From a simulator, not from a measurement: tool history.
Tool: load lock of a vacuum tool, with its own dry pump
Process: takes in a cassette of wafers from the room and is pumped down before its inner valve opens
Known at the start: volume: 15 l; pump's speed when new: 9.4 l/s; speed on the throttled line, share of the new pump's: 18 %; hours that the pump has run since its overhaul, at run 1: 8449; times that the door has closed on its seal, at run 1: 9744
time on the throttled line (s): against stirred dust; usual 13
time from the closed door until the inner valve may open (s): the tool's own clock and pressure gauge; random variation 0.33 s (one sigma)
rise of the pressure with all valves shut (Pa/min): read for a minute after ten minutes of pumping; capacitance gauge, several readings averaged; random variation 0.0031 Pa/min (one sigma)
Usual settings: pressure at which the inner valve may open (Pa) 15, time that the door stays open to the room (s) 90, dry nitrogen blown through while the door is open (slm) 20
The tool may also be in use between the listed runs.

run	hour	time on the throttled line (s)	pressure at which the inner valve may open (Pa)	time that the door stays open to the room (s)	dry nitrogen blown through while the door is open (slm)	hours that the pump has run since its overhaul	times that the door has closed on its seal	incoming humidity of the room's air, %	time from the closed door until the inner valve may open (s)	rise of the pressure with all valves shut (Pa/min)
1	0.0	13	15	90	20	8449	9744	43.6	27.0	0.101
2	72.8	13	15	90	20	8522	10090	41.9	26.9	0.093
3	198.7	13	15	90	20	8648	10689	42.3	27.1	0.100
4	310.6	13	15	90	20	8760	11220	45.3	26.7	0.107
5	428.8	13	15	90	20	8878	11782	45.5	27.2	0.102
6	532.8	12	18	40	43	8982	12276	44.6	25.6	0.068
7	624.2	12	18	40	43	9073	12711	47.1	25.6	0.069
8	696.4	12	18	40	43	9145	13054	41.3	26.0	0.072
9	810.5	12	18	40	43	9260	13596	44.2	25.8	0.071
10	876.5	13	20	90	20	9326	13910	46.7	26.5	0.120

Measured less the same run without the tool's hidden state. The same run-to-run variation is in both; the gauge's scatter may not be:
The hidden state here: pump's speed, % of a new pump's; leak at the door's seal, Pa l/s; drift of the gauge itself on ready_s, %; drift of the gauge itself on rise_pa_min, %.
run	time from the closed door until the inner valve may open (s)	rise of the pressure with all valves shut (Pa/min)
1	+1.9	+0.029
2	+1.9	+0.030
3	+2.0	+0.032
4	+2.0	+0.034
5	+2.1	+0.035
6	+2.0	+0.036
7	+2.1	+0.038
8	+2.0	+0.040
9	+2.2	+0.042
10	+2.0	+0.043
